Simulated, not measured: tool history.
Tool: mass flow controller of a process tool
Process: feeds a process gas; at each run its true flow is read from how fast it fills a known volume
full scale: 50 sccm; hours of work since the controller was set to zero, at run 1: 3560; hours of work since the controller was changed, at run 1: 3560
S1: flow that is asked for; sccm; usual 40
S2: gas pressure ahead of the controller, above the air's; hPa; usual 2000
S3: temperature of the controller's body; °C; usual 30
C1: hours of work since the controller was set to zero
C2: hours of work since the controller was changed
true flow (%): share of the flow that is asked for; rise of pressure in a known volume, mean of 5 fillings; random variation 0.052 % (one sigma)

Run 1, day 0: usual settings; C1 3560; C2 3560. Result: true flow (%) 100.39.
Run 2, day 3.612: usual settings but S2 1460 hPa; C1 3628; C2 3628. Result: true flow (%) 100.04.
Run 3, day 8.825: usual settings but S3 34 °C; C1 3726; C2 3726. Result: true flow (%) 100.69.
Run 4, day 15.021: usual settings; C1 3843; C2 3843. Result: true flow (%) 100.29.
Run 5, day 20.758: usual settings; C1 3951; C2 3951. Result: true flow (%) 100.29.
Run 6, day 27.333: usual settings but S1 16 sccm; C1 4074; C2 4074. Result: true flow (%) 99.89.
Run 7, day 30.862: usual settings but S1 16 sccm; C1 4141; C2 4141. Result: true flow (%) 99.84.
Run 8, day 38.042: usual settings but S1 16 sccm; C1 4276; C2 4276. Result: true flow (%) 99.94.
Run 9, day 43.388: usual settings but S1 24 sccm; C1 4376; C2 4376. Result: true flow (%) 100.04.
Run 10, day 48.638: usual settings but S1 24 sccm, S2 2360 hPa; C1 4475; C2 4475. Result: true flow (%) 100.27.
Run 11, day 56.471: usual settings but S1 24 sccm, S2 2360 hPa; C1 4623; C2 4623. Result: true flow (%) 100.21.
Run 12, day 63.396: usual settings but S1 19 sccm, S2 2360 hPa; C1 4753; C2 4753. Result: true flow (%) 100.18.
Run 13, day 67.179: usual settings but S1 19 sccm, S2 2360 hPa; C1 4824; C2 4824. Result: true flow (%) 100.12.
Run 14, day 74.608: usual settings but S1 19 sccm, S2 2360 hPa; C1 4964; C2 4964. Result: true flow (%) 100.26.
Run 15, day 80.538: usual settings but S1 19 sccm, S2 2360 hPa; C1 5075; C2 5075. Result: true flow (%) 100.31.
Run 16, day 85.65: usual settings but S2 2250 hPa; C1 5171; C2 5171. Result: true flow (%) 100.46.
Run 17, day 92.412: usual settings but S2 2250 hPa; C1 5299; C2 5299. Result: true flow (%) 100.49.
Run 18, day 98.975: usual settings but S2 2130 hPa; C1 5422; C2 5422. Result: true flow (%) 100.45.
Run 19, day 105.079: usual settings but S1 6 sccm; C1 5537; C2 5537. Result: true flow (%) 99.81.
Run 20, day 111.733: usual settings but S1 6 sccm; C1 5662; C2 5662. Result: true flow (%) 99.7.
Run 21, day 115.346: usual settings but S1 6 sccm; C1 5730; C2 5730. Result: true flow (%) 99.74.
Run 22, day 118.658: usual settings but S1 6 sccm; C1 5793; C2 5793. Result: true flow (%) 99.69.
Run 23, day 122.496: usual settings but S1 6 sccm; C1 5865; C2 5865. Result: true flow (%) 99.73.
Run 24, day 127.908: usual settings but S1 6 sccm; C1 5967; C2 5967. Result: true flow (%) 99.72.
Run 25, day 135.367: usual settings but S1 5 sccm, S2 1470 hPa; C1 6107; C2 6107. Result: true flow (%) 99.41.
Run 26, day 139.3: usual settings but S1 5 sccm, S2 2020 hPa, S3 40 °C; C1 6181; C2 6181. Result: true flow (%) 100.78.
Run 27, day 145.029: usual settings but S1 10 sccm; C1 6289; C2 6289. Result: true flow (%) 99.82.
Run 28, day 151.875: usual settings but S1 10 sccm; C1 6417; C2 6417. Result: true flow (%) 99.81.

Run 29 comes next. What will it give?
Run 29, day 159.433: usual settings but S1 10 sccm; C1 6560; C2 6560. Result: true flow (%) ?.

{"run 29": {"true flow (%)": 99.85}}
Without the tool's hidden state the same run would have given true flow (%) 99.86.
